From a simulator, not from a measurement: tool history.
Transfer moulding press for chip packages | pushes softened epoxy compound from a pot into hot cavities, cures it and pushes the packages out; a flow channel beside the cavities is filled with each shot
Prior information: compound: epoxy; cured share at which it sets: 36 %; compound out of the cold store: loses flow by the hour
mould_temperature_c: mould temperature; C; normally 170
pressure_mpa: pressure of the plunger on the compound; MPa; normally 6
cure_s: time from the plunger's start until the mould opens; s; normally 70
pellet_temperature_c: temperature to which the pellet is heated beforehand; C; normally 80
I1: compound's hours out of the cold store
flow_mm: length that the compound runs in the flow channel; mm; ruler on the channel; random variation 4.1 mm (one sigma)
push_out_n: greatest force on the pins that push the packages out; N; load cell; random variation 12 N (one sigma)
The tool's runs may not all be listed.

{"run": 1, "hour": 0.0, "mould_temperature_c": 170, "pressure_mpa": 6, "cure_s": 70, "pellet_temperature_c": 80, "I1": 15.4, "flow_mm": 685, "push_out_n": 1040}
{"run": 2, "hour": 7.0, "mould_temperature_c": 170, "pressure_mpa": 6, "cure_s": 63, "pellet_temperature_c": 80, "I1": 10.3, "flow_mm": 701, "push_out_n": 1592}
{"run": 3, "hour": 22.4, "mould_temperature_c": 170, "pressure_mpa": 6, "cure_s": 63, "pellet_temperature_c": 80, "I1": 40.4, "flow_mm": 642, "push_out_n": 1537}
{"run": 4, "hour": 31.7, "mould_temperature_c": 175, "pressure_mpa": 6, "cure_s": 70, "pellet_temperature_c": 80, "I1": 13.3, "flow_mm": 677, "push_out_n": 887}
{"hour": 38.8, "done": "cavities cleaned with cleaning compound and waxed"}
{"run": 5, "hour": 45.0, "mould_temperature_c": 170, "pressure_mpa": 6, "cure_s": 70, "pellet_temperature_c": 72, "I1": 16.7, "flow_mm": 680, "push_out_n": 728}
{"run": 6, "hour": 57.7, "mould_temperature_c": 170, "pressure_mpa": 6, "cure_s": 70, "pellet_temperature_c": 72, "I1": 12.7, "flow_mm": 686, "push_out_n": 958}
{"run": 7, "hour": 68.2, "mould_temperature_c": 170, "pressure_mpa": 6, "cure_s": 70, "pellet_temperature_c": 72, "I1": 32.5, "flow_mm": 652, "push_out_n": 982}
{"run": 8, "hour": 80.4, "mould_temperature_c": 170, "pressure_mpa": 6, "cure_s": 70, "pellet_temperature_c": 80, "I1": 23.5, "flow_mm": 668, "push_out_n": 1054}
{"run": 9, "hour": 95.3, "mould_temperature_c": 170, "pressure_mpa": 6, "cure_s": 70, "pellet_temperature_c": 80, "I1": 45, "flow_mm": 630, "push_out_n": 1107}
{"run": 10, "hour": 111.3, "mould_temperature_c": 170, "pressure_mpa": 6, "cure_s": 70, "pellet_temperature_c": 80, "I1": 27.8, "flow_mm": 656, "push_out_n": 1222}
{"hour": 120.1, "done": "cavities cleaned with cleaning compound and waxed"}
{"run": 11, "hour": 123.3, "mould_temperature_c": 170, "pressure_mpa": 4.57, "cure_s": 70, "pellet_temperature_c": 80, "I1": 30.8, "flow_mm": 568, "push_out_n": 663}
{"run": 12, "hour": 134.0, "mould_temperature_c": 170, "pressure_mpa": 6, "cure_s": 70, "pellet_temperature_c": 86, "I1": 32.1, "flow_mm": 635, "push_out_n": 797}
{"run": 13, "hour": 147.5, "mould_temperature_c": 170, "pressure_mpa": 6, "cure_s": 70, "pellet_temperature_c": 80, "I1": 40.6, "flow_mm": 629, "push_out_n": 920}
{"run": 14, "hour": 159.4, "mould_temperature_c": 170, "pressure_mpa": 6, "cure_s": 70, "pellet_temperature_c": 80, "I1": 45.3, "flow_mm": 624, "push_out_n": 965}
{"run": 15, "hour": 166.6, "mould_temperature_c": 172, "pressure_mpa": 4.75, "cure_s": 59, "pellet_temperature_c": 80, "I1": 21.3, "flow_mm": 580, "push_out_n": 1520}
{"run": 16, "hour": 182.5, "mould_temperature_c": 172, "pressure_mpa": 4.75, "cure_s": 59, "pellet_temperature_c": 80, "I1": 47.8, "flow_mm": 538, "push_out_n": 1545}
{"run": 17, "hour": 194.1, "mould_temperature_c": 172, "pressure_mpa": 4.75, "cure_s": 59, "pellet_temperature_c": 80, "I1": 39.5, "flow_mm": 544, "push_out_n": 1649}
{"hour": 201.7, "done": "cavities cleaned with cleaning compound and waxed"}
{"run": 18, "hour": 209.2, "mould_temperature_c": 170, "pressure_mpa": 6, "cure_s": 82, "pellet_temperature_c": 80, "I1": 24.2, "flow_mm": 648, "push_out_n": 540}
{"run": 19, "hour": 221.9, "mould_temperature_c": 170, "pressure_mpa": 6, "cure_s": 74, "pellet_temperature_c": 82, "I1": 28.3, "flow_mm": 642, "push_out_n": 742}
{"run": 20, "hour": 230.0, "mould_temperature_c": 170, "pressure_mpa": 4.9, "cure_s": 74, "pellet_temperature_c": 88, "I1": 12.4, "flow_mm": 599, "push_out_n": 832}
{"run": 21, "hour": 246.3, "mould_temperature_c": 163, "pressure_mpa": 4.75, "cure_s": 57, "pellet_temperature_c": 89, "I1": 33.3, "flow_mm": 572, "push_out_n": 2691}
{"run": 22, "hour": 259.3, "mould_temperature_c": 170, "pressure_mpa": 7.42, "cure_s": 88, "pellet_temperature_c": 83, "I1": 30.2, "flow_mm": 700, "push_out_n": 706}
{"run": 23, "hour": 271.2, "mould_temperature_c": 170, "pressure_mpa": 7.16, "cure_s": 60, "pellet_temperature_c": 71, "I1": 37.4, "flow_mm": 681, "push_out_n": 1928}
{"hour": 282.5, "done": "cavities cleaned with cleaning compound and waxed"}
{"run": 24, "hour": 288.2, "mould_temperature_c": 170, "pressure_mpa": 6, "cure_s": 105, "pellet_temperature_c": 81, "I1": 21, "flow_mm": 643, "push_out_n": 418}
{"run": 25, "hour": 302.6, "mould_temperature_c": 176, "pressure_mpa": 6, "cure_s": 70, "pellet_temperature_c": 80, "I1": 24.7, "flow_mm": 625, "push_out_n": 600}
{"run": 26, "hour": 310.4, "mould_temperature_c": 176, "pressure_mpa": 6, "cure_s": 70, "pellet_temperature_c": 80, "I1": 22.1, "flow_mm": 631, "push_out_n": 653}
{"run": 27, "hour": 319.5, "mould_temperature_c": 176, "pressure_mpa": 5.31, "cure_s": 70, "pellet_temperature_c": 80, "I1": 22.8, "flow_mm": 592, "push_out_n": 713}
{"run": 28, "hour": 330.3, "mould_temperature_c": 170, "pressure_mpa": 7.42, "cure_s": 104, "pellet_temperature_c": 86, "I1": 16.4, "flow_mm": 719, "push_out_n": 667}

Below are 5 alternative next runs, each starting from the tool's condition after run 28. Predict each:
{"run": "A", "hour": 341.1, "mould_temperature_c": 170, "pressure_mpa": 7.42, "cure_s": 80, "pellet_temperature_c": 86, "I1": 41.5, "flow_mm": "?", "push_out_n": "?"}
{"run": "B", "hour": 341.1, "mould_temperature_c": 164, "pressure_mpa": 4.61, "cure_s": 70, "pellet_temperature_c": 89, "I1": 47.3, "flow_mm": "?", "push_out_n": "?"}
{"run": "C", "hour": 341.1, "mould_temperature_c": 163, "pressure_mpa": 6, "cure_s": 70, "pellet_temperature_c": 81, "I1": 45.1, "flow_mm": "?", "push_out_n": "?"}
{"run": "D", "hour": 341.1, "mould_temperature_c": 162, "pressure_mpa": 7.42, "cure_s": 104, "pellet_temperature_c": 86, "I1": 39.1, "flow_mm": "?", "push_out_n": "?"}
{"run": "E", "hour": 341.1, "mould_temperature_c": 165, "pressure_mpa": 7.42, "cure_s": 87, "pellet_temperature_c": 86, "I1": 42.5, "flow_mm": "?", "push_out_n": "?"}

run=A flow_mm=669 push_out_n=810
run=B flow_mm=538 push_out_n=1722
run=C flow_mm=614 push_out_n=1952
run=D flow_mm=703 push_out_n=854
run=E flow_mm=692 push_out_n=950
Take away the tool's hidden state, keep each run's random variation, and the runs would have read:
run=A flow_mm=714 push_out_n=411
run=B flow_mm=573 push_out_n=854
run=C flow_mm=654 push_out_n=973
run=D flow_mm=749 push_out_n=434
run=E flow_mm=736 push_out_n=474

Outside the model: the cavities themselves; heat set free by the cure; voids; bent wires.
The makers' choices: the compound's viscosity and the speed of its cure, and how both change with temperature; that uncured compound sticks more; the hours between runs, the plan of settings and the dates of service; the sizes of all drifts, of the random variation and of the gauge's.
